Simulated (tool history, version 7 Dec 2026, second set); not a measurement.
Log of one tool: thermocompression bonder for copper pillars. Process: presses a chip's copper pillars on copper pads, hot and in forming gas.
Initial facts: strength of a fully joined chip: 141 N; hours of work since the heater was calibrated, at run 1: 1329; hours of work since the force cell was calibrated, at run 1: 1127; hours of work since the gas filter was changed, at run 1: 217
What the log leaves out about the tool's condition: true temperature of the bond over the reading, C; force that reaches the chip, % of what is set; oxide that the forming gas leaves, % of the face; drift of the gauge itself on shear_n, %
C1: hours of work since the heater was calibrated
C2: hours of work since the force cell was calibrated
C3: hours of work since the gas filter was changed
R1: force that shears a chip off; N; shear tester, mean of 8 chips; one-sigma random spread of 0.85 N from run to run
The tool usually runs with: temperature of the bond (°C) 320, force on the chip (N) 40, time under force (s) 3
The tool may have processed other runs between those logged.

Run 1, day 0.000: usual settings; C1 1329; C2 1127; C3 217. Result: R1 60.2 N.
Run 2, day 1.538: usual settings but force on the chip (N) 60; C1 1357; C2 1155; C3 245. Result: R1 86.5 N.
At day 2.121: forming gas filter changed.
Run 3, day 3.333: usual settings but force on the chip (N) 60; C1 1390; C2 1188; C3 23. Result: R1 90.7 N.
Run 4, day 4.817: usual settings but force on the chip (N) 60; C1 1417; C2 1216; C3 50. Result: R1 90.8 N.
Run 5, day 6.525: usual settings but force on the chip (N) 60; C1 1449; C2 1248; C3 82. Result: R1 89.6 N.
Run 6, day 8.150: usual settings; C1 1479; C2 1278; C3 112. Result: R1 62.6 N.
At day 8.392: heater calibrated with a thermocouple chip.
Run 7, day 10.708: usual settings; C1 43; C2 1324; C3 158. Result: R1 56.2 N.
Run 8, day 13.021: usual settings; C1 86; C2 1366; C3 201. Result: R1 55.5 N.
At day 14.871: heater calibrated with a thermocouple chip, once more.
Run 9, day 14.921: usual settings but temperature of the bond (°C) 341, force on the chip (N) 30, time under force (s) 2; C1 1; C2 1400; C3 234. Result: R1 54.5 N.

The next listed run, before its measurement:
At day 16.138: forming gas filter changed.
Run 10, day 17.183: usual settings but temperature of the bond (°C) 330, force on the chip (N) 30, time under force (s) 2; C1 43; C2 1442; C3 19. Result: R1 ?.

For run 10 the tool returned R1 51.6 N.
With the hidden condition absent and the run-to-run variation left alone, this run would have shown R1 48.8 N.
